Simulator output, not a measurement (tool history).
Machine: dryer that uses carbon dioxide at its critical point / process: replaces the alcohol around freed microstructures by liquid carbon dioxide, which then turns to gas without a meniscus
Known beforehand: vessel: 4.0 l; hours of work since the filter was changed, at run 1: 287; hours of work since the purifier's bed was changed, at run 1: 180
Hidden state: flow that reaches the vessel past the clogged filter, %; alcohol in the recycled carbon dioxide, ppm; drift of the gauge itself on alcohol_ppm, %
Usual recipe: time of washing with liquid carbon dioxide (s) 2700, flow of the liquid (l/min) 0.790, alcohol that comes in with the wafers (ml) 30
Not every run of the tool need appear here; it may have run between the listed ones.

| run | hour | time of washing with liquid carbon dioxide (s) | flow of the liquid (l/min) | alcohol that comes in with the wafers (ml) | hours of work since the filter was changed | hours of work since the purifier's bed was changed | alcohol left in the vessel before it's heated (ppm by volume) |
|---|---|---|---|---|---|---|---|
| 1 | 0.0 | 2700 | 0.790 | 30 | 287 | 180 | 39 |
| 2 | 43.2 | 2700 | 0.790 | 54 | 302 | 195 | 41 |
| 3 | 71.3 | 2700 | 0.790 | 54 | 313 | 205 | 45 |
| 4 | 117.3 | 2700 | 0.790 | 54 | 329 | 222 | 53 |
| 5 | 143.9 | 2700 | 0.790 | 54 | 339 | 231 | 56 |
| 6 | 174.8 | 2700 | 0.790 | 54 | 350 | 242 | 57 |
| 7 | 230.2 | 2700 | 0.790 | 54 | 369 | 262 | 58 |
| 8 | 277.8 | 2700 | 0.790 | 54 | 386 | 279 | 58 |
|  | 296.6 | inlet filter changed |
| 9 | 324.5 | 2700 | 0.657 | 54 | 10 | 296 | 86 |
| 10 | 373.5 | 2340 | 0.790 | 30 | 28 | 313 | 68 |
| 11 | 424.9 | 3480 | 1.120 | 26 | 46 | 332 | 54 |
| 12 | 474.2 | 4140 | 0.790 | 30 | 64 | 349 | 36 |
| 13 | 522.8 | 4140 | 0.790 | 30 | 81 | 367 | 54 |
| 14 | 552.2 | 2700 | 0.489 | 30 | 91 | 377 | 163 |
| 15 | 593.2 | 3660 | 0.940 | 28 | 106 | 392 | 61 |
| 16 | 637.4 | 2160 | 0.940 | 28 | 122 | 408 | 63 |
| 17 | 679.8 | 2700 | 0.790 | 32 | 137 | 423 | 68 |
| 18 | 721.7 | 2700 | 0.901 | 32 | 152 | 438 | 60 |
| 19 | 771.6 | 2700 | 0.901 | 32 | 170 | 456 | 68 |
| 20 | 799.6 | 4260 | 0.536 | 32 | 180 | 466 | 69 |

How the hidden state differs across the entries between the runs, from the last listed run before each to the first after it:
After run 8, before run 9: inlet filter changed (hour 296.6)
  flow that reaches the vessel past the clogged filter, %: 94.9 -> 99.5; alcohol in the recycled carbon dioxide, ppm: 38.5 -> 40.3
  measured less the result without the state, alcohol left in the vessel before it's heated (ppm by volume): +39 -> +37

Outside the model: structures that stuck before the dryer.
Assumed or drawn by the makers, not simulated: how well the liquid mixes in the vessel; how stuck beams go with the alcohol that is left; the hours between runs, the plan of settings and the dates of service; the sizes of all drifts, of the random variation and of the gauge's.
